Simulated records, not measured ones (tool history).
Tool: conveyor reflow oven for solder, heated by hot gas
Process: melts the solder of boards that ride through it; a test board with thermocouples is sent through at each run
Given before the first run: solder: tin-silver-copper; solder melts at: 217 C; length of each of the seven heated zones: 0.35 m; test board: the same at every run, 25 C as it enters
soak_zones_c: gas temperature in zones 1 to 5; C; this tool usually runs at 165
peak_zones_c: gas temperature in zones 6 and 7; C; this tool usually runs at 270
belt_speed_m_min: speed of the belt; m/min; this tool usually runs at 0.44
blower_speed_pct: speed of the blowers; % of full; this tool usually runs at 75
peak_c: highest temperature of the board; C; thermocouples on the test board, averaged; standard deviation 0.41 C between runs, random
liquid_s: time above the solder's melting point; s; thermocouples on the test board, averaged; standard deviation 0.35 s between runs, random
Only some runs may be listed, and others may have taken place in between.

{"run": 1, "hour": 0.0, "soak_zones_c": 165, "peak_zones_c": 270, "belt_speed_m_min": 0.44, "blower_speed_pct": 75, "peak_c": 255.6, "liquid_s": 72}
{"hour": 66.2, "done": "flux residue cleaned out of gas plates and filters"}
{"run": 2, "hour": 66.2, "soak_zones_c": 165, "peak_zones_c": 270, "belt_speed_m_min": 0.44, "blower_speed_pct": 75, "peak_c": 256.7, "liquid_s": 72.9}
{"run": 3, "hour": 121.4, "soak_zones_c": 165, "peak_zones_c": 270, "belt_speed_m_min": 0.44, "blower_speed_pct": 75, "peak_c": 255.6, "liquid_s": 72.9}
{"run": 4, "hour": 158.8, "soak_zones_c": 165, "peak_zones_c": 270, "belt_speed_m_min": 0.44, "blower_speed_pct": 75, "peak_c": 256.3, "liquid_s": 72.9}
{"run": 5, "hour": 208.5, "soak_zones_c": 165, "peak_zones_c": 270, "belt_speed_m_min": 0.44, "blower_speed_pct": 75, "peak_c": 255.7, "liquid_s": 72.6}
{"hour": 281.8, "done": "thermocouples of zones 6 and 7 changed"}
{"run": 6, "hour": 282.8, "soak_zones_c": 165, "peak_zones_c": 270, "belt_speed_m_min": 0.44, "blower_speed_pct": 55, "peak_c": 250.9, "liquid_s": 66.2}
{"run": 7, "hour": 336.0, "soak_zones_c": 165, "peak_zones_c": 270, "belt_speed_m_min": 0.44, "blower_speed_pct": 55, "peak_c": 250.4, "liquid_s": 65.4}
{"hour": 377.5, "done": "flux residue cleaned out of gas plates and filters"}
{"run": 8, "hour": 407.1, "soak_zones_c": 165, "peak_zones_c": 274, "belt_speed_m_min": 0.497, "blower_speed_pct": 55, "peak_c": 249, "liquid_s": 56.4}
{"run": 9, "hour": 437.1, "soak_zones_c": 165, "peak_zones_c": 270, "belt_speed_m_min": 0.42, "blower_speed_pct": 75, "peak_c": 257.8, "liquid_s": 77.8}
{"run": 10, "hour": 505.9, "soak_zones_c": 165, "peak_zones_c": 279, "belt_speed_m_min": 0.484, "blower_speed_pct": 54, "peak_c": 253.8, "liquid_s": 62.4}
{"run": 11, "hour": 578.3, "soak_zones_c": 169, "peak_zones_c": 284, "belt_speed_m_min": 0.488, "blower_speed_pct": 88, "peak_c": 270.2, "liquid_s": 75.1}
{"run": 12, "hour": 615.6, "soak_zones_c": 166, "peak_zones_c": 270, "belt_speed_m_min": 0.44, "blower_speed_pct": 54, "peak_c": 249.8, "liquid_s": 65.7}
{"run": 13, "hour": 651.8, "soak_zones_c": 179, "peak_zones_c": 267, "belt_speed_m_min": 0.506, "blower_speed_pct": 61, "peak_c": 247, "liquid_s": 59.5}

Consider 4 possible next runs. They are alternatives, not a sequence: every one starts from the tool as it was left by run 13. What does each give?
{"hour": 688.5, "done": "flux residue cleaned out of gas plates and filters"}
{"run": "A", "hour": 694.1, "soak_zones_c": 179, "peak_zones_c": 267, "belt_speed_m_min": 0.415, "blower_speed_pct": 55, "peak_c": "?", "liquid_s": "?"}
{"hour": 688.5, "done": "flux residue cleaned out of gas plates and filters"}
{"run": "B", "hour": 694.1, "soak_zones_c": 168, "peak_zones_c": 282, "belt_speed_m_min": 0.44, "blower_speed_pct": 71, "peak_c": "?", "liquid_s": "?"}
{"hour": 688.5, "done": "flux residue cleaned out of gas plates and filters"}
{"run": "C", "hour": 694.1, "soak_zones_c": 179, "peak_zones_c": 276, "belt_speed_m_min": 0.386, "blower_speed_pct": 88, "peak_c": "?", "liquid_s": "?"}
{"hour": 688.5, "done": "flux residue cleaned out of gas plates and filters"}
{"run": "D", "hour": 694.1, "soak_zones_c": 166, "peak_zones_c": 270, "belt_speed_m_min": 0.36, "blower_speed_pct": 74, "peak_c": "?", "liquid_s": "?"}

run=A peak_c=251.8 liquid_s=79.4
run=B peak_c=266.6 liquid_s=82.4
run=C peak_c=269.2 liquid_s=100
run=D peak_c=262 liquid_s=97.1
Had the tool no hidden state, the same runs would have come out as:
run=A peak_c=252 liquid_s=78.5
run=B peak_c=266.8 liquid_s=81.5
run=C peak_c=269.6 liquid_s=99
run=D peak_c=262.3 liquid_s=96.1
